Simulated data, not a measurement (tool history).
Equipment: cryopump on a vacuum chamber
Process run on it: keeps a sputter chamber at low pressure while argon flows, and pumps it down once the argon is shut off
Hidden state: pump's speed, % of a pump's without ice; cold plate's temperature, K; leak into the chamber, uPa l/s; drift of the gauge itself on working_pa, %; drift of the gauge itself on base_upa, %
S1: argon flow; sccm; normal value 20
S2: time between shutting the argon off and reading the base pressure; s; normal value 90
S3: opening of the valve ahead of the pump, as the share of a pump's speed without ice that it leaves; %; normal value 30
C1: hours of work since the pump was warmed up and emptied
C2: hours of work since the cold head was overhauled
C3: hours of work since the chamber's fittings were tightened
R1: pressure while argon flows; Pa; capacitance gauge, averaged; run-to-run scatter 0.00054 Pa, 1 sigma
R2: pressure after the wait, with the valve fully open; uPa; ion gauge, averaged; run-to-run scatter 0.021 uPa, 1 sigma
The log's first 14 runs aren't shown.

run 15 hour=1025.6 | S1=20 S2=90 S3=19 | C1=546 C2=1711 C3=42 | R1=0.0854 R2=0.34
run 16 hour=1079.1 | S1=20 S2=90 S3=30 | C1=579 C2=1745 C3=75 | R1=0.0559 R2=0.32
run 17 hour=1157 | S1=20 S2=90 S3=30 | C1=627 C2=1793 C3=124 | R1=0.0557 R2=0.33
run 18 hour=1201.2 | S1=15 S2=90 S3=39 | C1=655 C2=1821 C3=151 | R1=0.0329 R2=0.4
run 19 hour=1281.9 | S1=20 S2=89 S3=24 | C1=705 C2=1871 C3=201 | R1=0.0691 R2=0.38
run 20 hour=1377.7 | S1=20 S2=89 S3=24 | C1=765 C2=1930 C3=261 | R1=0.0705 R2=0.42
run 21 hour=1456.2 | S1=20 S2=89 S3=24 | C1=813 C2=1979 C3=310 | R1=0.0703 R2=0.48
run 22 hour=1518.9 | S1=20 S2=89 S3=24 | C1=852 C2=2018 C3=349 | R1=0.0701 R2=0.43
run 23 hour=1567.1 | S1=19 S2=89 S3=24 | C1=882 C2=2048 C3=379 | R1=0.0668 R2=0.45
run 24 hour=1652.1 | S1=29 S2=89 S3=24 | C1=935 C2=2101 C3=432 | R1=0.1041 R2=0.48
run 25 hour=1721.5 | S1=26 S2=89 S3=19 | C1=978 C2=2144 C3=475 | R1=0.1151 R2=0.45
run 26 hour=1782.6 | S1=26 S2=89 S3=19 | C1=1016 C2=2182 C3=513 | R1=0.1164 R2=0.49
run 27 hour=1860.8 | S1=26 S2=89 S3=19 | C1=1065 C2=2231 C3=561 | R1=0.1158 R2=0.48
run 28 hour=1921.1 | S1=32 S2=233 S3=30 | C1=1103 C2=2268 C3=599 | R1=0.0957 R2=0.41
run 29 hour=1981.5 | S1=11 S2=177 S3=33 | C1=1140 C2=2306 C3=637 | R1=0.0302 R2=0.4
-- hour=2030.4 pump warmed up, emptied and cooled again
run 30 hour=2057.5 | S1=11 S2=177 S3=33 | C1=17 C2=2350 C3=681 | R1=0.0263 R2=0.33
run 31 hour=2140 | S1=26 S2=21 S3=33 | C1=68 C2=2401 C3=732 | R1=0.0622 R2=0.98
run 32 hour=2219.5 | S1=26 S2=157 S3=16 | C1=118 C2=2451 C3=781 | R1=0.1277 R2=0.35
run 33 hour=2270.1 | S1=23 S2=52 S3=23 | C1=149 C2=2482 C3=813 | R1=0.0785 R2=0.57
run 34 hour=2337.3 | S1=40 S2=85 S3=25 | C1=191 C2=2524 C3=855 | R1=0.1273 R2=0.46

Branching from run 34: 4 alternative next runs. What would each branch give?
run A hour=2417.4 | S1=16 S2=90 S3=44 | C1=241 C2=2574 C3=904 | R1=? R2=?
run B hour=2417.4 | S1=24 S2=49 S3=25 | C1=241 C2=2574 C3=904 | R1=? R2=?
run C hour=2417.4 | S1=30 S2=90 S3=30 | C1=241 C2=2574 C3=904 | R1=? R2=?
run D hour=2417.4 | S1=20 S2=90 S3=16 | C1=241 C2=2574 C3=904 | R1=? R2=?

run=A R1=0.03 R2=0.45
run=B R1=0.076 R2=0.67
run=C R1=0.0806 R2=0.5
run=D R1=0.0984 R2=0.49
With no hidden state in the tool, these same runs would have given:
run=A R1=0.0286 R2=0.3
run=B R1=0.074 R2=0.5
run=C R1=0.078 R2=0.34
run=D R1=0.0966 R2=0.33
